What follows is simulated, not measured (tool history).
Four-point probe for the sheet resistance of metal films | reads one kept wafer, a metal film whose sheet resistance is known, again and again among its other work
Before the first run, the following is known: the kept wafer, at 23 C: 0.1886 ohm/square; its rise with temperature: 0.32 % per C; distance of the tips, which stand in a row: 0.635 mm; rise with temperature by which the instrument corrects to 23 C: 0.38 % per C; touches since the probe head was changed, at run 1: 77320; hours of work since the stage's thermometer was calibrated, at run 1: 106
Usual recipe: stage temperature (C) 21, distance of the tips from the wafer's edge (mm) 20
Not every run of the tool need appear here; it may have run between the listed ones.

run    hour  stage temperature (C)  distance of the tips from the wafer's edge (mm)  touches since the probe head was changed  hours of work since the stage's thermometer was calibrated  sheet resistance as the instrument gives it (ohm/square)
  1     0.0                     21                                               20                                     77320                                                         106                                                  0.191361
  2   126.9                     21                                                3                                     81285                                                         202                                                  0.195788
  3   233.9                     21                                                3                                     84629                                                         283                                                  0.195838
  4   320.6                     21                                               20                                     87337                                                         349                                                  0.191478
  5   436.8                     21                                               20                                     90967                                                         437                                                  0.191544
  6   514.8                     21                                               20                                     93404                                                         496                                                  0.191627
  7   621.7                     21                                               20                                     96746                                                         577                                                  0.191643
  8   692.9                     21                                               20                                     98971                                                         631                                                  0.191673
  9   782.0                     21                                               20                                    101756                                                         698                                                  0.191865
 10   890.6                     21                                               20                                    105149                                                         780                                                  0.191810
 11  1009.3                     21                                               20                                    108857                                                         870                                                  0.191921
 12  1119.5                     21                                               20                                    112300                                                         954                                                  0.191940
 13  1183.6                     21                                               20                                    114304                                                        1002                                                  0.192024
 14  1263.0                     21                                               20                                    116783                                                        1062                                                  0.192133
 15  1385.2                     21                                               20                                    120604                                                        1155                                                  0.192180
 16  1445.8                     21                                               20                                    122495                                                        1201                                                  0.192213
 17  1545.6                     30                                               20                                    125615                                                        1276                                                  0.191369
 18  1651.0                     21                                               20                                    128907                                                        1356                                                  0.192313
 19  1734.3                     21                                               20                                    131510                                                        1419                                                  0.192397
 20  1822.7                     23                                               57                                    134273                                                        1486                                                  0.192143
     1833.4  -- stage's thermometer calibrated
 21  1893.4                     31                                               10                                    136467                                                          45                                                  0.191770
 22  1985.4                     22                                                3                                    139341                                                         115                                                  0.196928
 23  2072.7                     24                                               20                                    142068                                                         181                                                  0.192328
 24  2144.6                     33                                               16                                    144314                                                         236                                                  0.191520
     2167.0  -- stage's thermometer calibrated, once more
 25  2256.9                     33                                               16                                    147808                                                          68                                                  0.191480

Forecast run 26:
 26  2334.1                     33                                               16                                    150221                                                         127                                                         ?

{"run 26": {"sheet resistance as the instrument gives it (ohm/square)": 0.191482}}
With no hidden state in the tool, this same run would have given sheet resistance as the instrument gives it (ohm/square) 0.187778.
